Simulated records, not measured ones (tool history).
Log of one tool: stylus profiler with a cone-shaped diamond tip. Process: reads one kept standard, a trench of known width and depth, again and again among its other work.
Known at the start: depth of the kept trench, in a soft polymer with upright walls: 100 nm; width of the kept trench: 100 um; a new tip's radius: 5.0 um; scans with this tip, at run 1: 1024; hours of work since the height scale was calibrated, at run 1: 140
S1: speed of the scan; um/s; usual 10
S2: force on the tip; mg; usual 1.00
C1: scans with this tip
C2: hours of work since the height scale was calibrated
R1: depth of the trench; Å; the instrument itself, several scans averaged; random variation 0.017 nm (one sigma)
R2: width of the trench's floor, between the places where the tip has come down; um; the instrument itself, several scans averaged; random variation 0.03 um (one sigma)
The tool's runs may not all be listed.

Run 1, hour 0.0: usual settings; C1 1024; C2 140. Result: R1 1004.6 Å, R2 97.81 um.
Run 2, hour 17.2: usual settings but S1 14 um/s; C1 1121; C2 153. Result: R1 1004.6 Å, R2 97.80 um.
Run 3, hour 28.3: usual settings but S1 14 um/s; C1 1184; C2 162. Result: R1 1004.6 Å, R2 97.80 um.
Run 4, hour 38.8: usual settings but S1 14 um/s; C1 1244; C2 170. Result: R1 1004.8 Å, R2 97.79 um.
Run 5, hour 50.1: usual settings but S1 14 um/s; C1 1308; C2 179. Result: R1 1004.9 Å, R2 97.78 um.
Run 6, hour 62.2: usual settings but S1 14 um/s; C1 1376; C2 188. Result: R1 1004.7 Å, R2 97.76 um.
Run 7, hour 76.4: usual settings; C1 1457; C2 199. Result: R1 1004.6 Å, R2 97.76 um.
Run 8, hour 87.8: usual settings but S1 30 um/s; C1 1522; C2 208. Result: R1 1005.3 Å, R2 97.68 um.
Run 9, hour 102.8: usual settings but S1 2 um/s; C1 1607; C2 219. Result: R1 1005.0 Å, R2 97.80 um.
Run 10, hour 112.5: usual settings but S1 2 um/s; C1 1662; C2 227. Result: R1 1005.3 Å, R2 97.88 um.
Run 11, hour 129.4: usual settings but S1 4 um/s; C1 1758; C2 240. Result: R1 1004.9 Å, R2 97.75 um.
Run 12, hour 137.2: usual settings but S2 0.82 mg; C1 1802; C2 246. Result: R1 1004.5 Å, R2 97.76 um.
Run 13, hour 149.4: usual settings but S2 0.82 mg; C1 1872; C2 256. Result: R1 1004.7 Å, R2 97.77 um.
Run 14, hour 165.6: usual settings but S2 0.82 mg; C1 1963; C2 268. Result: R1 1004.8 Å, R2 97.73 um.
Run 15, hour 179.9: usual settings; C1 2044; C2 279. Result: R1 1004.9 Å, R2 97.74 um.
Run 16, hour 189.8: usual settings; C1 2101; C2 287. Result: R1 1004.9 Å, R2 97.81 um.
Run 17, hour 202.6: usual settings; C1 2173; C2 297. Result: R1 1005.4 Å, R2 97.74 um.
Run 18, hour 211.3: usual settings; C1 2223; C2 304. Result: R1 1005.2 Å, R2 97.73 um.
Run 19, hour 226.7: usual settings; C1 2310; C2 315. Result: R1 1005.2 Å, R2 97.74 um.
Run 20, hour 235.6: usual settings; C1 2361; C2 322. Result: R1 1005.2 Å, R2 97.78 um.
Run 21, hour 246.0: usual settings but S1 3 um/s; C1 2419; C2 330. Result: R1 1005.2 Å, R2 97.75 um.
Run 22, hour 259.8: usual settings; C1 2498; C2 341. Result: R1 1005.6 Å, R2 97.67 um.
Run 23, hour 270.9: usual settings but S1 23 um/s; C1 2561; C2 350. Result: R1 1005.2 Å, R2 97.64 um.
Run 24, hour 287.2: usual settings but S1 23 um/s; C1 2654; C2 362. Result: R1 1005.4 Å, R2 97.61 um.
Run 25, hour 304.2: usual settings but S1 23 um/s; C1 2750; C2 376. Result: R1 1005.6 Å, R2 97.64 um.
Run 26, hour 316.0: usual settings but S1 23 um/s; C1 2817; C2 385. Result: R1 1005.7 Å, R2 97.61 um.
Run 27, hour 324.8: usual settings but S1 23 um/s; C1 2867; C2 391. Result: R1 1005.7 Å, R2 97.62 um.
Run 28, hour 334.8: usual settings but S1 23 um/s; C1 2923; C2 399. Result: R1 1005.4 Å, R2 97.61 um.
Run 29, hour 351.9: usual settings but S1 3 um/s, S2 1.15 mg; C1 3021; C2 413. Result: R1 1005.8 Å, R2 97.75 um.
Run 30, hour 365.4: usual settings but S1 3 um/s, S2 1.15 mg; C1 3097; C2 423. Result: R1 1005.9 Å, R2 97.74 um.
Run 31, hour 377.6: usual settings but S2 1.48 mg; C1 3166; C2 432. Result: R1 1006.8 Å, R2 97.70 um.
Run 32, hour 392.1: usual settings but S1 12 um/s, S2 2.42 mg; C1 3248; C2 444. Result: R1 1008.9 Å, R2 97.65 um.
Run 33, hour 405.8: usual settings but S1 2 um/s, S2 2.02 mg; C1 3327; C2 454. Result: R1 1008.1 Å, R2 97.74 um.
Run 34, hour 420.8: usual settings but S1 30 um/s, S2 0.40 mg; C1 3412; C2 466. Result: R1 1003.4 Å, R2 97.45 um.
Run 35, hour 431.4: usual settings but S1 30 um/s, S2 0.40 mg; C1 3472; C2 474. Result: R1 1003.8 Å, R2 97.45 um.
Run 36, hour 448.8: usual settings but S1 30 um/s, S2 0.40 mg; C1 3570; C2 488. Result: R1 1003.6 Å, R2 97.42 um.
Run 37, hour 456.6: usual settings but S1 30 um/s, S2 0.40 mg; C1 3615; C2 494. Result: R1 1003.8 Å, R2 97.44 um.
Run 38, hour 468.8: usual settings but S1 9 um/s, S2 2.11 mg; C1 3684; C2 503. Result: R1 1008.4 Å, R2 97.63 um.
Run 39, hour 482.1: usual settings but S1 7 um/s, S2 0.99 mg; C1 3759; C2 513. Result: R1 1005.6 Å, R2 97.62 um.
Run 40, hour 498.8: usual settings but S1 7 um/s, S2 0.99 mg; C1 3854; C2 526. Result: R1 1006.1 Å, R2 97.66 um.
Run 41, hour 507.1: usual settings but S1 4 um/s, S2 0.34 mg; C1 3901; C2 533. Result: R1 1003.2 Å, R2 97.61 um.
Run 42, hour 518.7: usual settings but S1 13 um/s, S2 2.71 mg; C1 3967; C2 542. Result: R1 1009.7 Å, R2 97.64 um.
Run 43, hour 531.1: usual settings but S1 11 um/s, S2 1.69 mg; C1 4038; C2 551. Result: R1 1007.7 Å, R2 97.63 um.
Run 44, hour 545.8: usual settings but S1 7 um/s, S2 1.87 mg; C1 4121; C2 563. Result: R1 1008.1 Å, R2 97.65 um.
Run 45, hour 558.5: usual settings but S1 28 um/s, S2 2.80 mg; C1 4193; C2 573. Result: R1 1010.2 Å, R2 97.51 um.
Run 46, hour 566.3: usual settings but S1 20 um/s, S2 1.33 mg; C1 4237; C2 579. Result: R1 1007.0 Å, R2 97.51 um.

Measured less the same run without the tool's hidden state. The same run-to-run variation is in both; the gauge's scatter may not be:
The hidden state here: radius of the tip, um; height scale over the true one, %; drift of the gauge itself on depth_nm, %; drift of the gauge itself on floor_um, %.
run    R1     R2
  1  +0.4  -0.12
  2  +0.5  -0.12
  3  +0.5  -0.13
  4  +0.6  -0.13
  5  +0.6  -0.15
  6  +0.6  -0.15
  7  +0.6  -0.16
  8  +0.6  -0.16
  9  +0.7  -0.16
 10  +0.7  -0.17
 11  +0.7  -0.18
 12  +0.8  -0.18
 13  +0.7  -0.18
 14  +0.8  -0.19
 15  +0.8  -0.20
 16  +0.8  -0.21
 17  +0.9  -0.21
 18  +0.9  -0.21
 19  +0.9  -0.22
 20  +0.9  -0.22
 21  +1.0  -0.22
 22  +1.0  -0.24
 23  +1.0  -0.23
 24  +1.1  -0.25
 25  +1.1  -0.26
 26  +1.2  -0.26
 27  +1.2  -0.26
 28  +1.1  -0.27
 29  +1.3  -0.27
 30  +1.2  -0.28
 31  +1.3  -0.28
 32  +1.2  -0.29
 33  +1.3  -0.29
 34  +1.3  -0.30
 35  +1.4  -0.30
 36  +1.4  -0.31
 37  +1.4  -0.32
 38  +1.5  -0.33
 39  +1.5  -0.33
 40  +1.6  -0.33
 41  +1.5  -0.34
 42  +1.6  -0.34
 43  +1.5  -0.35
 44  +1.6  -0.36
 45  +1.7  -0.36
 46  +1.7  -0.37
